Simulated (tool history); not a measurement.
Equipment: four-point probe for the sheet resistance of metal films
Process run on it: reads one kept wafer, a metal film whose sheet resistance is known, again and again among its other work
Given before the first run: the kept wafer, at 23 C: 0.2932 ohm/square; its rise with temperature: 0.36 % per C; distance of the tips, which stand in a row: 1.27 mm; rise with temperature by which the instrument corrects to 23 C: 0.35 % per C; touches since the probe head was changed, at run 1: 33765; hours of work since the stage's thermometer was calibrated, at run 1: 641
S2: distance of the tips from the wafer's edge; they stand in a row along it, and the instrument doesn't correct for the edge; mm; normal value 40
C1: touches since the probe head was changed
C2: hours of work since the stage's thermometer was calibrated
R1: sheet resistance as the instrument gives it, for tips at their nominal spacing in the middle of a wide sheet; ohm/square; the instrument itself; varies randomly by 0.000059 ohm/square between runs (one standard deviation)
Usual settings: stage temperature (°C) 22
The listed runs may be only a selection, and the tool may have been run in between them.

run 1 hour=0 | stage_temperature_(°C)=22 S2=40 | C1=33765 C2=641 | R1=0.294414
run 2 hour=56.6 | stage_temperature_(°C)=22 S2=40 | C1=34678 C2=670 | R1=0.294337
run 3 hour=135.3 | stage_temperature_(°C)=22 S2=40 | C1=35950 C2=711 | R1=0.294252
run 4 hour=219 | stage_temperature_(°C)=22 S2=40 | C1=37301 C2=754 | R1=0.294251
run 5 hour=266.9 | stage_temperature_(°C)=22 S2=40 | C1=38075 C2=779 | R1=0.29426
run 6 hour=362.8 | stage_temperature_(°C)=22 S2=16 | C1=39622 C2=828 | R1=0.295045
run 7 hour=418.5 | stage_temperature_(°C)=22 S2=16 | C1=40522 C2=857 | R1=0.295014
run 8 hour=463.8 | stage_temperature_(°C)=22 S2=40 | C1=41253 C2=881 | R1=0.294084
run 9 hour=507 | stage_temperature_(°C)=23 S2=4 | C1=41951 C2=903 | R1=0.309159
run 10 hour=574.5 | stage_temperature_(°C)=22 S2=19 | C1=43040 C2=938 | R1=0.294537

4 ways to go on from here, each from the tool as it stands after run 10. What would each give?
run A hour=630.2 | stage_temperature_(°C)=25 S2=25 | C1=43940 C2=967 | R1=?
run B hour=630.2 | stage_temperature_(°C)=29 S2=10 | C1=43940 C2=967 | R1=?
run C hour=630.2 | stage_temperature_(°C)=31 S2=5 | C1=43940 C2=967 | R1=?
run D hour=630.2 | stage_temperature_(°C)=35 S2=6 | C1=43940 C2=967 | R1=?

run=A R1=0.294468
run=B R1=0.296726
run=C R1=0.304026
run=D R1=0.301417
With the hidden condition removed and each run's random variation left untouched, the same runs would have given:
run=A R1=0.293692
run=B R1=0.295941
run=C R1=0.303222
run=D R1=0.300615
